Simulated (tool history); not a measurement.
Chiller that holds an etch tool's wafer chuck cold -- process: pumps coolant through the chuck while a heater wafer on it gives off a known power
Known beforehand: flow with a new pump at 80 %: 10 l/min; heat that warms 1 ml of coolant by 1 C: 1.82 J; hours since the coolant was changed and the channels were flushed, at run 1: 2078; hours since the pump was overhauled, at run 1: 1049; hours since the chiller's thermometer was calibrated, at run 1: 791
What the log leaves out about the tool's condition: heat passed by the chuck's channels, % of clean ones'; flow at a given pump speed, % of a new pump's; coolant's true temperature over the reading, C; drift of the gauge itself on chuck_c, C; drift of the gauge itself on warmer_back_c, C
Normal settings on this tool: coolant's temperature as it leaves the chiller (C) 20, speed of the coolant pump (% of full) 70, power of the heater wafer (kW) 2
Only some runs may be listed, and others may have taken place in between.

run	hour	coolant's temperature as it leaves the chiller (C)	speed of the coolant pump (% of full)	power of the heater wafer (kW)	hours since the coolant was changed and the channels were flushed	hours since the pump was overhauled	hours since the chiller's thermometer was calibrated	chuck's temperature once it has settled (C)	how much warmer the coolant comes back (C)
1	0	20	70	2	2078	1049	791	44	7.53
2	74	20	70	2	2152	1123	865	44.1	7.66
3	122.1	20	70	2	2200	1171	913	44.2	7.69
4	188.3	19	70	2	2266	1237	980	43.3	7.65
5	274.7	19	70	2	2352	1324	1066	43.2	7.7
6	320.1	19	70	2	2398	1369	1111	43.4	7.62
7	394.5	20	70	2	2472	1443	1186	44.5	7.67
8	473.8	20	70	2	2551	1523	1265	44.6	7.64
9	530.4	20	70	2	2608	1579	1322	44.7	7.65
10	622	20	70	2	2700	1671	1413	44.8	7.64
11	696.4	27	70	2	2774	1745	1488	51.8	7.69
12	759.8	27	70	2	2837	1809	1551	52	7.73
13	820.2	27	70	2	2898	1869	1611	52	7.66
14	914	27	70	2	2992	1963	1705	52.2	7.7
15	1008.7	19	70	2.113	3086	2058	1800	45.6	8.11
16	1097.4	26	82	1.105	3175	2146	1889	38.2	3.68
17	1156	26	82	1.105	3234	2205	1947	38.1	3.62
18	1197.4	11	84	1.494	3275	2246	1989	27.6	4.83
19	1248.1	19	74	1.676	3326	2297	2039	39.4	6.11
20	1331.5	27	98	1.422	3409	2380	2123	40.8	4.02
21	1416.3	12	65	2	3494	2465	2208	39.5	8.39
22	1480.2	20	70	2.365	3558	2529	2271	50.9	9.18
23	1537.9	20	88	2	3615	2587	2329	41.6	6.23

5 options for the next run, each taken on its own from the tool as it stands now. Forecast them:
A	1611.7	15	60	2.035	3689	2661	2403	?	?
B	1611.7	14	97	2.163	3689	2661	2403	?	?
C	1611.7	20	84	1.527	3689	2661	2403	?	?
D	1611.7	17	79	2.869	3689	2661	2403	?	?
E	1611.7	16	73	2.479	3689	2661	2403	?	?

run	chuck's temperature once it has settled (C)	how much warmer the coolant comes back (C)
A	45.2	9.11
B	35.7	6.13
C	37	4.93
D	51.5	9.97
E	47.5	9.25
Without the tool's unlogged condition, the same runs would have read:
run	chuck's temperature once it has settled (C)	how much warmer the coolant comes back (C)
A	40	8.8
B	32	5.92
C	34.2	4.76
D	45.5	9.63
E	42	8.93
